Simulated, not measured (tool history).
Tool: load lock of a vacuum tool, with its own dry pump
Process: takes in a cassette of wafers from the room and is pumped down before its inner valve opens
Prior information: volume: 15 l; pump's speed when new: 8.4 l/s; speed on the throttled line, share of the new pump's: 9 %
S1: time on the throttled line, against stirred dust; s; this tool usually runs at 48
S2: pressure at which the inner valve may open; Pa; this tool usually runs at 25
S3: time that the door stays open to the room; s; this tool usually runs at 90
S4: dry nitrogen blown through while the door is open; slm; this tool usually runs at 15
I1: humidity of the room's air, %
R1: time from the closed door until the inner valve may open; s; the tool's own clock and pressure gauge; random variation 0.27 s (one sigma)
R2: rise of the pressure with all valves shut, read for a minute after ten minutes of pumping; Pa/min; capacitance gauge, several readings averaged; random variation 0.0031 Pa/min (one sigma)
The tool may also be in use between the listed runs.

Run 1, hour 0.0: usual settings; I1 42.3. Result: R1 58.9 s, R2 0.079 Pa/min.
Run 2, hour 70.0: usual settings but S3 38 s; I1 44.8. Result: R1 59.3 s, R2 0.052 Pa/min.
Run 3, hour 153.9: usual settings but S2 24 Pa; I1 46.7. Result: R1 59.4 s, R2 0.089 Pa/min.
Run 4, hour 231.4: usual settings but S2 24 Pa; I1 46.7. Result: R1 59.5 s, R2 0.083 Pa/min.
Run 5, hour 272.9: usual settings but S2 24 Pa; I1 45.4. Result: R1 59.7 s, R2 0.080 Pa/min.
Run 6, hour 338.8: usual settings but S2 24 Pa, S4 13 slm; I1 41.2. Result: R1 58.9 s, R2 0.077 Pa/min.
Run 7, hour 415.3: usual settings but S1 28 s, S2 24 Pa, S4 13 slm; I1 49.4. Result: R1 41.6 s, R2 0.095 Pa/min.
Run 8, hour 476.0: usual settings but S1 28 s, S2 24 Pa, S4 13 slm; I1 49.5. Result: R1 41.5 s, R2 0.091 Pa/min.
Run 9, hour 521.2: usual settings but S1 28 s, S2 24 Pa, S4 13 slm; I1 46.8. Result: R1 41.4 s, R2 0.087 Pa/min.
Run 10, hour 560.8: usual settings; I1 43.9. Result: R1 59.1 s, R2 0.079 Pa/min.
Run 11, hour 643.6: usual settings; I1 42.6. Result: R1 59.7 s, R2 0.086 Pa/min.
Run 12, hour 727.3: usual settings; I1 44.6. Result: R1 59.5 s, R2 0.082 Pa/min.
Run 13, hour 812.9: usual settings; I1 47.6. Result: R1 59.6 s, R2 0.089 Pa/min.
Run 14, hour 853.1: usual settings; I1 46.0. Result: R1 59.6 s, R2 0.086 Pa/min.
Run 15, hour 916.7: usual settings; I1 46.0. Result: R1 59.3 s, R2 0.085 Pa/min.
Run 16, hour 997.2: usual settings but S4 6 slm; I1 41.6. Result: R1 59.6 s, R2 0.098 Pa/min.
Run 17, hour 1086.8: usual settings; I1 45.4. Result: R1 59.5 s, R2 0.089 Pa/min.
Run 18, hour 1144.2: usual settings but S4 5 slm; I1 45.8. Result: R1 59.3 s, R2 0.111 Pa/min.
Run 19, hour 1233.1: usual settings but S1 37 s; I1 45.6. Result: R1 49.7 s, R2 0.088 Pa/min.
Run 20, hour 1304.0: usual settings but S1 28 s, S2 37 Pa; I1 47.3. Result: R1 40.6 s, R2 0.095 Pa/min.
Run 21, hour 1390.5: usual settings but S1 63 s, S2 34 Pa; I1 41.9. Result: R1 72.5 s, R2 0.086 Pa/min.
Run 22, hour 1444.6: usual settings but S1 63 s, S2 43 Pa; I1 44.1. Result: R1 72.3 s, R2 0.086 Pa/min.
Run 23, hour 1493.2: usual settings but S1 63 s, S2 43 Pa; I1 41.5. Result: R1 71.4 s, R2 0.086 Pa/min.
Run 24, hour 1568.6: usual settings but S1 63 s, S2 43 Pa; I1 44.8. Result: R1 71.4 s, R2 0.086 Pa/min.
Run 25, hour 1614.5: usual settings but S1 63 s, S2 43 Pa; I1 43.9. Result: R1 72.2 s, R2 0.088 Pa/min.
Run 26, hour 1666.9: usual settings but S2 22 Pa; I1 43.5. Result: R1 59.8 s, R2 0.095 Pa/min.
Run 27, hour 1749.0: usual settings but S2 22 Pa; I1 44.9. Result: R1 59.6 s, R2 0.095 Pa/min.
Run 28, hour 1795.5: usual settings but S1 44 s, S2 21 Pa; I1 44.0. Result: R1 56.0 s, R2 0.096 Pa/min.
Run 29, hour 1857.3: usual settings but S1 33 s, S2 47 Pa, S3 111 s, S4 8 slm; I1 44.7. Result: R1 45.2 s, R2 0.121 Pa/min.
Run 30, hour 1939.6: usual settings but S1 33 s, S2 47 Pa, S3 111 s, S4 8 slm; I1 43.9. Result: R1 44.4 s, R2 0.112 Pa/min.
Run 31, hour 2004.0: usual settings but S1 65 s, S2 21 Pa, S4 7 slm; I1 43.1. Result: R1 74.9 s, R2 0.112 Pa/min.
Run 32, hour 2073.6: usual settings but S1 65 s, S2 21 Pa, S4 30 slm; I1 48.4. Result: R1 75.8 s, R2 0.078 Pa/min.
Run 33, hour 2137.8: usual settings but S1 82 s, S2 21 Pa, S4 12 slm; I1 42.0. Result: R1 90.6 s, R2 0.095 Pa/min.
Run 34, hour 2226.1: usual settings but S1 82 s, S2 21 Pa, S3 41 s, S4 26 slm; I1 41.5. Result: R1 90.6 s, R2 0.057 Pa/min.
Run 35, hour 2272.1: usual settings but S1 82 s, S2 21 Pa, S3 41 s, S4 26 slm; I1 45.2. Result: R1 91.0 s, R2 0.062 Pa/min.
Run 36, hour 2316.7: usual settings but S1 82 s, S2 21 Pa, S3 41 s, S4 26 slm; I1 44.1. Result: R1 91.0 s, R2 0.061 Pa/min.
Run 37, hour 2360.7: usual settings but S3 94 s, S4 38 slm; I1 43.1. Result: R1 59.5 s, R2 0.076 Pa/min.
Run 38, hour 2431.1: usual settings but S1 64 s; I1 43.9. Result: R1 73.7 s, R2 0.098 Pa/min.

Each row is a separate what-if for the run after 38, all from the same tool condition, not one after another. Results?
Run A, hour 2499.9: usual settings but S1 37 s, S2 49 Pa, S3 78 s; I1 45.6. Result: R1 ?, R2 ?.
Run B, hour 2499.9: usual settings but S1 84 s; I1 43.1. Result: R1 ?, R2 ?.
Run C, hour 2499.9: usual settings but S1 64 s, S2 27 Pa, S3 39 s; I1 43.6. Result: R1 ?, R2 ?.

run    R1     R2
  A  48.6  0.092
  B  92.0  0.097
  C  74.5  0.070
Without the tool's unlogged condition, the same runs would have read:
run    R1     R2
  A  47.6  0.063
  B  91.3  0.068
  C  73.6  0.042
